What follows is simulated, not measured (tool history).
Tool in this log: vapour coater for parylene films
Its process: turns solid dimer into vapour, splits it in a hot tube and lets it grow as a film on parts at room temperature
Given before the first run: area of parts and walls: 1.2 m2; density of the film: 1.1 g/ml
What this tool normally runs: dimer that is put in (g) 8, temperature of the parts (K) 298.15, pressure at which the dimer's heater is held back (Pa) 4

run,hour,dimer that is put in (g),temperature of the parts (K),pressure at which the dimer's heater is held back (Pa),thickness of the film (nm)
1,0,8,298.15,4,3870
2,66.2,8,293.15,4,4350
3,137.2,8,298.15,9.58,3050
4,194.1,8,298.15,9.58,3060
5,255.8,8,298.15,6.78,3290
6,301.4,8,298.15,6.78,3280
7,363.9,8,298.15,4,3710
8,443.2,8,304.15,4,3080
9,516.1,8,304.15,4,3040
10,595.1,8,304.15,8.37,2550
11,670.9,8,304.15,8.37,2720
12,715.3,8,298.15,4,3820
13,760.8,8,298.15,4,3820
14,799.2,8,298.15,4,3800
15,871.1,8,298.15,2.75,4110
16,936.1,8,298.15,3.34,3890
17,995.5,8,298.15,3.34,3830
18,1074.6,8,298.15,3.34,3810
19,1153,8,298.15,7.84,3060
20,1218.2,8,297.15,7.84,3110
21,1275.3,8,297.15,7.84,3120
22,1344.3,8,297.15,7.84,3310
23,1398.9,7,298.15,4,3300
24,1462.7,4,305.15,2.23,1770
25,1510.8,13,290.15,3.29,7890
26,1549.8,9,294.15,3.97,4660
27,1610.1,9,294.15,3.97,4590
28,1686.7,8,298.15,4.21,3580
29,1727.2,8,302.15,2.41,3660
30,1763.8,8,302.15,2.41,3680
31,1807.5,8,302.15,2.41,3650
32,1852.3,6,302.15,8.77,1970
33,1912,5,295.15,10.43,1890
34,1955.1,8,298.15,6.14,3160
35,2024.3,8,309.15,4.68,2720
36,2104.7,8,309.15,4.68,2680
37,2159.4,5,310.15,6.53,1510
38,2199.8,5,310.15,6.53,1480
39,2263.4,14,301.15,4,5890
40,2316.4,11,298.15,6.23,4490
41,2364.7,7,306.15,5.56,2360
42,2446.2,8,295.15,8.53,3250
43,2504.6,4,298.15,3.15,1910
44,2577.5,5,299.15,2.67,2390
45,2646.3,5,299.15,2.67,2360
46,2720.1,8,298.15,2.06,4470

Not shown here: 5 entries made in the log between runs. Locate each between two listed runs and compare the hidden state at the listed run before it with the hidden state at the listed run after it:
After run 10, before run 11: trap's valve overhauled (hour 670.9)
  vapour lost through the trap's worn valve, %: 7.2 -> 0.1; true temperature of the parts over the reading, C: 0.1 -> 0.12
  measured value less the no-hidden-state value, thickness of the film (nm): -200 -> -10
After run 21, before run 22: trap's valve overhauled (hour 1339.8)
  vapour lost through the trap's worn valve, %: 7.2 -> 0.7; true temperature of the parts over the reading, C: 0.27 -> 0.29
  measured value less the no-hidden-state value, thickness of the film (nm): -260 -> -50
After run 34, before run 35: trap's valve overhauled (hour 2008)
  vapour lost through the trap's worn valve, %: 7.7 -> 0.4; true temperature of the parts over the reading, C: 0.44 -> 0.46
  measured value less the no-hidden-state value, thickness of the film (nm): -300 -> -40
After run 44, before run 45: table's thermometer calibrated (hour 2640.3)
  vapour lost through the trap's worn valve, %: 6.9 -> 7.7; true temperature of the parts over the reading, C: 0.6 -> 0.05
  measured value less the no-hidden-state value, thickness of the film (nm): -220 -> -200
After run 45, before run 46: trap's valve overhauled (hour 2680.1)
  vapour lost through the trap's worn valve, %: 7.7 -> 0.6; true temperature of the parts over the reading, C: 0.05 -> 0.07
  measured value less the no-hidden-state value, thickness of the film (nm): -200 -> -30

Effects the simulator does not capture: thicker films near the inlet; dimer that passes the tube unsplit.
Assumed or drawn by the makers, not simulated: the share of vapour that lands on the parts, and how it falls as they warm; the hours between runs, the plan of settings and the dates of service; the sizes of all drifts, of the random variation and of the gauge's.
